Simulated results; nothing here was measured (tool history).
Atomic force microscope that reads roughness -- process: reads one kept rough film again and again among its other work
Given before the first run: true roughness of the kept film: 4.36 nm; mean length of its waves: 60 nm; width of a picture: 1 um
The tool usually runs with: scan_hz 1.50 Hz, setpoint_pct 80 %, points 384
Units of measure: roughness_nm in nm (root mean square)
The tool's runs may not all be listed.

run	day	scan_hz	setpoint_pct	points	roughness_nm
1	0.000	1.50	80	384	3.433
2	0.696	1.50	80	384	3.356
3	1.254	1.50	80	708	3.335
4	1.742	1.50	80	708	3.293
# day 2.008: new tip fitted
5	2.338	1.50	80	384	3.645
6	2.983	1.50	80	384	3.580
7	3.625	1.50	61	384	3.777
8	4.292	1.50	80	873	3.435
9	4.938	1.50	80	513	3.416
10	5.517	1.17	80	513	3.394
11	6.142	1.17	80	513	3.362
# day 6.512: new tip fitted
12	6.542	1.17	80	513	3.778
13	6.946	1.17	80	513	3.718
14	7.492	1.17	80	513	3.657
15	8.092	1.17	80	513	3.599
# day 8.167: height scale calibrated on a step standard
16	8.767	1.44	80	384	3.445
# day 9.279: height scale calibrated on a step standard, once more
17	9.471	1.44	80	384	3.412
18	9.904	1.44	80	384	3.379
19	10.404	1.50	80	631	3.318
20	10.979	1.50	66	384	3.454
# day 11.129: new tip fitted
21	11.488	1.50	66	384	3.878
22	12.050	1.50	66	384	3.832
23	12.579	0.73	80	516	3.791
24	13.204	0.73	80	516	3.685
25	13.708	0.54	89	516	3.610
26	14.158	0.54	89	516	3.570
27	14.742	1.54	89	402	3.158
28	15.196	1.50	58	306	3.598
# day 15.625: new tip fitted
29	15.654	3.23	68	384	3.620
30	16.342	1.96	68	472	3.745
31	16.950	1.96	68	472	3.686
32	17.638	2.30	60	384	3.693
33	18.217	2.30	60	384	3.643
34	18.546	3.34	60	955	3.528
35	19.025	0.63	79	384	3.582
36	19.596	0.63	79	384	3.544
# day 20.154: new tip fitted
37	20.154	0.86	89	607	3.713
38	20.888	0.86	89	607	3.626
39	21.204	2.62	63	384	3.689
40	21.892	2.62	63	384	3.635
41	22.275	2.62	63	384	3.579
42	22.838	1.50	77	549	3.454

Forecast each of these 5 alternatives for the next run:
A	23.554	1.50	63	384	?
B	23.554	1.13	88	339	?
C	23.554	1.50	77	736	?
D	23.554	1.50	66	384	?
E	23.554	0.72	76	438	?

run	roughness_nm
A	3.588
B	3.307
C	3.408
D	3.537
E	3.575
Without the tool's hidden state the same runs would have given:
run	roughness_nm
A	3.968
B	3.657
C	3.768
D	3.912
E	3.953
